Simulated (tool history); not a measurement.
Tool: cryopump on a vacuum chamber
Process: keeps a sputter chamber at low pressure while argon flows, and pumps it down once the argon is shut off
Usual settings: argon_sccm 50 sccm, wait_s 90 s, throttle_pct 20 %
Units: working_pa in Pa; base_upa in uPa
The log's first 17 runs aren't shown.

run,hour,argon_sccm,wait_s,throttle_pct,working_pa,base_upa
18,318.6,50,90,23,0.2011,0.99
19,342.4,57,195,24,0.2206,0.75
20,359.9,57,195,24,0.2198,0.82
21,381.4,57,195,28,0.1900,0.77
22,398.1,27,195,35,0.0720,0.81
23,410.6,27,195,55,0.0464,0.80
24,424.6,47,21,20,0.2159,2.87
25,444.0,47,21,29,0.1531,2.84
26,467.6,50,24,44,0.1074,2.55
27,478.5,29,38,35,0.0778,1.87
28,496.9,96,66,18,0.4944,1.33
29,516.0,96,66,18,0.4921,1.34
30,539.8,50,132,20,0.2317,1.04
31,550.7,50,229,40,0.1183,0.84
32,563.4,50,138,40,0.1193,0.98
33,581.5,50,138,40,0.1189,0.98
34,602.3,31,59,40,0.0749,1.47

3 ways to go on from here, each from the tool as it stands after run 34. What would each give?
A,615.0,42,43,34,?,?
B,615.0,71,33,22,?,?
C,615.0,53,59,33,?,?

run,working_pa,base_upa
A,0.1164,1.80
B,0.2992,2.16
C,0.1514,1.46
Without the tool's hidden state the same runs would have given:
run,working_pa,base_upa
A,0.1118,1.29
B,0.2914,1.64
C,0.1455,0.96

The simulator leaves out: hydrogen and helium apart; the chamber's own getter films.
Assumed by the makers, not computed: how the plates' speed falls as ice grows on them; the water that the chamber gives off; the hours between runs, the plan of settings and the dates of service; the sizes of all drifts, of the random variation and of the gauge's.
